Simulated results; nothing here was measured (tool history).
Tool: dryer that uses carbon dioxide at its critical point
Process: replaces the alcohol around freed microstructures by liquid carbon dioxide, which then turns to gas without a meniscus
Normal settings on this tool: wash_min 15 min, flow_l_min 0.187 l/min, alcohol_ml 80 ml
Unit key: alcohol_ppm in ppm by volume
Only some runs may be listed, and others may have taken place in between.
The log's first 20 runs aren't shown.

{"run": 21, "hour": 266.0, "wash_min": 11, "flow_l_min": 0.158, "alcohol_ml": 30, "alcohol_ppm": 4763}
{"run": 22, "hour": 286.5, "wash_min": 11, "flow_l_min": 0.158, "alcohol_ml": 30, "alcohol_ppm": 4740}
{"run": 23, "hour": 302.0, "wash_min": 13, "flow_l_min": 0.187, "alcohol_ml": 80, "alcohol_ppm": 4487}
{"run": 24, "hour": 310.6, "wash_min": 13, "flow_l_min": 0.187, "alcohol_ml": 80, "alcohol_ppm": 4632}
{"run": 25, "hour": 329.5, "wash_min": 15, "flow_l_min": 0.187, "alcohol_ml": 75, "alcohol_ppm": 2508}
{"run": 26, "hour": 343.1, "wash_min": 15, "flow_l_min": 0.187, "alcohol_ml": 75, "alcohol_ppm": 2624}
{"run": 27, "hour": 356.4, "wash_min": 15, "flow_l_min": 0.157, "alcohol_ml": 80, "alcohol_ppm": 5325}
{"run": 28, "hour": 364.9, "wash_min": 20, "flow_l_min": 0.265, "alcohol_ml": 80, "alcohol_ppm": 114}
{"run": 29, "hour": 382.6, "wash_min": 20, "flow_l_min": 0.265, "alcohol_ml": 80, "alcohol_ppm": 121}
{"run": 30, "hour": 397.2, "wash_min": 13, "flow_l_min": 0.229, "alcohol_ml": 83, "alcohol_ppm": 2149}

3 ways to go on from here, each from the tool as it stands after run 30. What would each give?
{"run": "A", "hour": 414.5, "wash_min": 15, "flow_l_min": 0.144, "alcohol_ml": 80, "alcohol_ppm": "?"}
{"run": "B", "hour": 414.5, "wash_min": 15, "flow_l_min": 0.123, "alcohol_ml": 30, "alcohol_ppm": "?"}
{"run": "C", "hour": 414.5, "wash_min": 10, "flow_l_min": 0.178, "alcohol_ml": 23, "alcohol_ppm": "?"}

run=A alcohol_ppm=7365
run=B alcohol_ppm=4541
run=C alcohol_ppm=3613
Without the tool's hidden state the same runs would have given:
run=A alcohol_ppm=4911
run=B alcohol_ppm=3199
run=C alcohol_ppm=2553
